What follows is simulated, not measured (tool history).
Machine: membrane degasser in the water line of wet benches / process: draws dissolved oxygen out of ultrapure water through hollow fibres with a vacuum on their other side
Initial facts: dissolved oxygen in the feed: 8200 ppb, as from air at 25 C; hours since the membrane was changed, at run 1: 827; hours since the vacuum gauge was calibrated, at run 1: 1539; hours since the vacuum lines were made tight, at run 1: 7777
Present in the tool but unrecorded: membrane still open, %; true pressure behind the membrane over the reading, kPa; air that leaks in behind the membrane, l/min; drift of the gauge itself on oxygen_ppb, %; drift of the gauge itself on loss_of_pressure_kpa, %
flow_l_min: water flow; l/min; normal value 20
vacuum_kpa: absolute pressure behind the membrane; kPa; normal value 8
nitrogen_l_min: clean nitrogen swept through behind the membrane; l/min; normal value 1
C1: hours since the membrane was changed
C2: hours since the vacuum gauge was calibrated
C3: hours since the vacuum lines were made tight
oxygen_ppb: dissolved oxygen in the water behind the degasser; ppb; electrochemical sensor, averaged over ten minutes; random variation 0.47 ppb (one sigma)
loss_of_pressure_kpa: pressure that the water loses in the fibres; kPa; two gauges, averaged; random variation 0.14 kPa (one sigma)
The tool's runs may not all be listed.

run 1 hour=0 | flow_l_min=20 vacuum_kpa=8 nitrogen_l_min=1 | C1=827 C2=1539 C3=7777 | oxygen_ppb=217.4 loss_of_pressure_kpa=40.09
run 2 hour=68.8 | flow_l_min=13 vacuum_kpa=8 nitrogen_l_min=1 | C1=896 C2=1608 C3=7845 | oxygen_ppb=148.1 loss_of_pressure_kpa=25.96
run 3 hour=143.5 | flow_l_min=13 vacuum_kpa=8.4 nitrogen_l_min=1 | C1=971 C2=1683 C3=7920 | oxygen_ppb=161.1 loss_of_pressure_kpa=26.08
run 4 hour=182.1 | flow_l_min=13 vacuum_kpa=8.4 nitrogen_l_min=1 | C1=1009 C2=1721 C3=7959 | oxygen_ppb=160.3 loss_of_pressure_kpa=26.22
run 5 hour=228.4 | flow_l_min=31 vacuum_kpa=8 nitrogen_l_min=1 | C1=1056 C2=1768 C3=8005 | oxygen_ppb=341.1 loss_of_pressure_kpa=62.39
run 6 hour=272.3 | flow_l_min=31 vacuum_kpa=13.25 nitrogen_l_min=1 | C1=1099 C2=1812 C3=8049 | oxygen_ppb=654.2 loss_of_pressure_kpa=62.01
run 7 hour=322.4 | flow_l_min=18 vacuum_kpa=8 nitrogen_l_min=1 | C1=1150 C2=1862 C3=8099 | oxygen_ppb=197.5 loss_of_pressure_kpa=36.32
run 8 hour=362.4 | flow_l_min=18 vacuum_kpa=8 nitrogen_l_min=1 | C1=1190 C2=1902 C3=8139 | oxygen_ppb=198.1 loss_of_pressure_kpa=35.83
run 9 hour=405.2 | flow_l_min=23 vacuum_kpa=8 nitrogen_l_min=1 | C1=1232 C2=1944 C3=8182 | oxygen_ppb=247.7 loss_of_pressure_kpa=46.3
run 10 hour=478.8 | flow_l_min=12 vacuum_kpa=8 nitrogen_l_min=1 | C1=1306 C2=2018 C3=8255 | oxygen_ppb=139 loss_of_pressure_kpa=23.96
run 11 hour=512.4 | flow_l_min=20 vacuum_kpa=8 nitrogen_l_min=1 | C1=1339 C2=2052 C3=8289 | oxygen_ppb=217.7 loss_of_pressure_kpa=40.02
run 12 hour=579.7 | flow_l_min=20 vacuum_kpa=8 nitrogen_l_min=1 | C1=1407 C2=2119 C3=8356 | oxygen_ppb=218.1 loss_of_pressure_kpa=40.25
run 13 hour=641.3 | flow_l_min=20 vacuum_kpa=15.42 nitrogen_l_min=1 | C1=1468 C2=2181 C3=8418 | oxygen_ppb=529.3 loss_of_pressure_kpa=40.43
run 14 hour=696.8 | flow_l_min=20 vacuum_kpa=15.42 nitrogen_l_min=1 | C1=1524 C2=2236 C3=8473 | oxygen_ppb=530.5 loss_of_pressure_kpa=40.19
run 15 hour=758.4 | flow_l_min=20 vacuum_kpa=15.42 nitrogen_l_min=1 | C1=1585 C2=2298 C3=8535 | oxygen_ppb=528.2 loss_of_pressure_kpa=40.06
run 16 hour=792.8 | flow_l_min=20 vacuum_kpa=15.42 nitrogen_l_min=1 | C1=1620 C2=2332 C3=8570 | oxygen_ppb=528.3 loss_of_pressure_kpa=39.89
run 17 hour=845.2 | flow_l_min=14 vacuum_kpa=11.78 nitrogen_l_min=1.11 | C1=1672 C2=2384 C3=8622 | oxygen_ppb=254.7 loss_of_pressure_kpa=28.06
run 18 hour=897.1 | flow_l_min=14 vacuum_kpa=11.78 nitrogen_l_min=1.11 | C1=1724 C2=2436 C3=8674 | oxygen_ppb=255.4 loss_of_pressure_kpa=28.28
run 19 hour=971.8 | flow_l_min=26 vacuum_kpa=13.37 nitrogen_l_min=1.11 | C1=1799 C2=2511 C3=8748 | oxygen_ppb=516.1 loss_of_pressure_kpa=52.27
run 20 hour=1012.7 | flow_l_min=18 vacuum_kpa=12.55 nitrogen_l_min=1.11 | C1=1840 C2=2552 C3=8789 | oxygen_ppb=343.2 loss_of_pressure_kpa=36.25
run 21 hour=1065.8 | flow_l_min=18 vacuum_kpa=12.55 nitrogen_l_min=1.11 | C1=1893 C2=2605 C3=8842 | oxygen_ppb=343.3 loss_of_pressure_kpa=36.21
run 22 hour=1114.4 | flow_l_min=20 vacuum_kpa=8 nitrogen_l_min=0.49 | C1=1941 C2=2654 C3=8891 | oxygen_ppb=384.8 loss_of_pressure_kpa=40.23
run 23 hour=1151.6 | flow_l_min=20 vacuum_kpa=8 nitrogen_l_min=0.49 | C1=1979 C2=2691 C3=8928 | oxygen_ppb=385.6 loss_of_pressure_kpa=40.14
run 24 hour=1216.9 | flow_l_min=27 vacuum_kpa=11.79 nitrogen_l_min=1.83 | C1=2044 C2=2756 C3=8994 | oxygen_ppb=306.6 loss_of_pressure_kpa=54.34
run 25 hour=1256.1 | flow_l_min=28 vacuum_kpa=8 nitrogen_l_min=1.12 | C1=2083 C2=2795 C3=9033 | oxygen_ppb=280.5 loss_of_pressure_kpa=56.33
run 26 hour=1318.4 | flow_l_min=19 vacuum_kpa=13.46 nitrogen_l_min=2 | C1=2146 C2=2858 C3=9095 | oxygen_ppb=234.4 loss_of_pressure_kpa=37.99
run 27 hour=1386.4 | flow_l_min=28 vacuum_kpa=17.01 nitrogen_l_min=2 | C1=2213 C2=2926 C3=9163 | oxygen_ppb=456.8 loss_of_pressure_kpa=56.28
run 28 hour=1445.7 | flow_l_min=28 vacuum_kpa=17.01 nitrogen_l_min=2 | C1=2273 C2=2985 C3=9222 | oxygen_ppb=453.6 loss_of_pressure_kpa=56.24
run 29 hour=1511.4 | flow_l_min=28 vacuum_kpa=17.01 nitrogen_l_min=2 | C1=2338 C2=3051 C3=9288 | oxygen_ppb=455.7 loss_of_pressure_kpa=56.23
run 30 hour=1572.2 | flow_l_min=23 vacuum_kpa=11.79 nitrogen_l_min=1.07 | C1=2399 C2=3111 C3=9349 | oxygen_ppb=406.5 loss_of_pressure_kpa=46.42

Consider 5 possible next runs. They are alternatives, not a sequence: every one starts from the tool as it was left by run 30. What does each give?
run A hour=1609.1 | flow_l_min=23 vacuum_kpa=5.38 nitrogen_l_min=0.63 | C1=2436 C2=3148 C3=9386 | oxygen_ppb=? loss_of_pressure_kpa=?
run B hour=1609.1 | flow_l_min=12 vacuum_kpa=8 nitrogen_l_min=0.97 | C1=2436 C2=3148 C3=9386 | oxygen_ppb=? loss_of_pressure_kpa=?
run C hour=1609.1 | flow_l_min=16 vacuum_kpa=8 nitrogen_l_min=1 | C1=2436 C2=3148 C3=9386 | oxygen_ppb=? loss_of_pressure_kpa=?
run D hour=1609.1 | flow_l_min=30 vacuum_kpa=11.22 nitrogen_l_min=2.04 | C1=2436 C2=3148 C3=9386 | oxygen_ppb=? loss_of_pressure_kpa=?
run E hour=1609.1 | flow_l_min=23 vacuum_kpa=9.1 nitrogen_l_min=0.65 | C1=2436 C2=3148 C3=9386 | oxygen_ppb=? loss_of_pressure_kpa=?

run=A oxygen_ppb=172.6 loss_of_pressure_kpa=46.49
run=B oxygen_ppb=144 loss_of_pressure_kpa=24.35
run=C oxygen_ppb=180.2 loss_of_pressure_kpa=32.2
run=D oxygen_ppb=300.8 loss_of_pressure_kpa=60.49
run=E oxygen_ppb=426 loss_of_pressure_kpa=46.32
With no hidden state in the tool, these same runs would have given:
run=A oxygen_ppb=167.3 loss_of_pressure_kpa=46.16
run=B oxygen_ppb=137 loss_of_pressure_kpa=24.18
run=C oxygen_ppb=173.6 loss_of_pressure_kpa=31.98
run=D oxygen_ppb=293.9 loss_of_pressure_kpa=60.06
run=E oxygen_ppb=419.5 loss_of_pressure_kpa=45.99

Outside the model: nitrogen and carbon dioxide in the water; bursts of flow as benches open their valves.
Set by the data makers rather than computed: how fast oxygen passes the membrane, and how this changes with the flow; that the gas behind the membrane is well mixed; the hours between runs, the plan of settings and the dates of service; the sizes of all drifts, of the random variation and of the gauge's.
